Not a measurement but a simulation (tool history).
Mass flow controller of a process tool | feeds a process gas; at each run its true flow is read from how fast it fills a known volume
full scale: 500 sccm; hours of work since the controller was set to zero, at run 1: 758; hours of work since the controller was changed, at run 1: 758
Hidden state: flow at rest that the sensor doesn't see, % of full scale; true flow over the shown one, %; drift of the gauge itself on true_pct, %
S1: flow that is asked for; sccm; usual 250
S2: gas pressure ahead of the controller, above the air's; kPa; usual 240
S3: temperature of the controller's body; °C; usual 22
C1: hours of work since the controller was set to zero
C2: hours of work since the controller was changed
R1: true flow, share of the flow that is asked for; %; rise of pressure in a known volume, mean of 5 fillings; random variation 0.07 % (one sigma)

run 1 hour=0 | S1=250 S2=240 S3=22 | C1=758 C2=758 | R1=99
run 2 hour=150.5 | S1=250 S2=240 S3=22 | C1=805 C2=805 | R1=99.11
run 3 hour=344.4 | S1=250 S2=240 S3=22 | C1=865 C2=865 | R1=99.1
run 4 hour=564.7 | S1=250 S2=240 S3=22 | C1=934 C2=934 | R1=99.23
run 5 hour=751.3 | S1=286 S2=240 S3=22 | C1=992 C2=992 | R1=99.22
run 6 hour=896 | S1=250 S2=240 S3=24 | C1=1037 C2=1037 | R1=99.17
run 7 hour=1109.3 | S1=250 S2=240 S3=24 | C1=1103 C2=1103 | R1=99.25
run 8 hour=1329.8 | S1=250 S2=240 S3=24 | C1=1172 C2=1172 | R1=99.33
run 9 hour=1484 | S1=250 S2=209 S3=22 | C1=1220 C2=1220 | R1=99.35
run 10 hour=1685 | S1=250 S2=209 S3=22 | C1=1282 C2=1282 | R1=99.4
run 11 hour=1926.6 | S1=250 S2=209 S3=22 | C1=1357 C2=1357 | R1=99.4
run 12 hour=2096.4 | S1=368 S2=240 S3=28 | C1=1410 C2=1410 | R1=99.65
run 13 hour=2244.6 | S1=61 S2=252 S3=22 | C1=1456 C2=1456 | R1=100.36
run 14 hour=2415.6 | S1=147 S2=144 S3=20 | C1=1509 C2=1509 | R1=99.79
run 15 hour=2515.3 | S1=206 S2=277 S3=25 | C1=1540 C2=1540 | R1=99.35
run 16 hour=2640.2 | S1=250 S2=236 S3=21 | C1=1579 C2=1579 | R1=99.21
run 17 hour=2751.6 | S1=250 S2=236 S3=21 | C1=1614 C2=1614 | R1=99.31
run 18 hour=2855 | S1=250 S2=236 S3=21 | C1=1646 C2=1646 | R1=99.3

Some steps in R1 between neighbouring runs. How much of each would the tool show without its hidden state too (settings, what came in, random variation), and how much is left for the hidden state, with any gauge scatter that isn't in both results?
Run 12 -> 13: S1 368 -> 61, S2 240 -> 252, S3 28 -> 22. R1 +0.71 %: hidden state +1.94, all else -1.23.
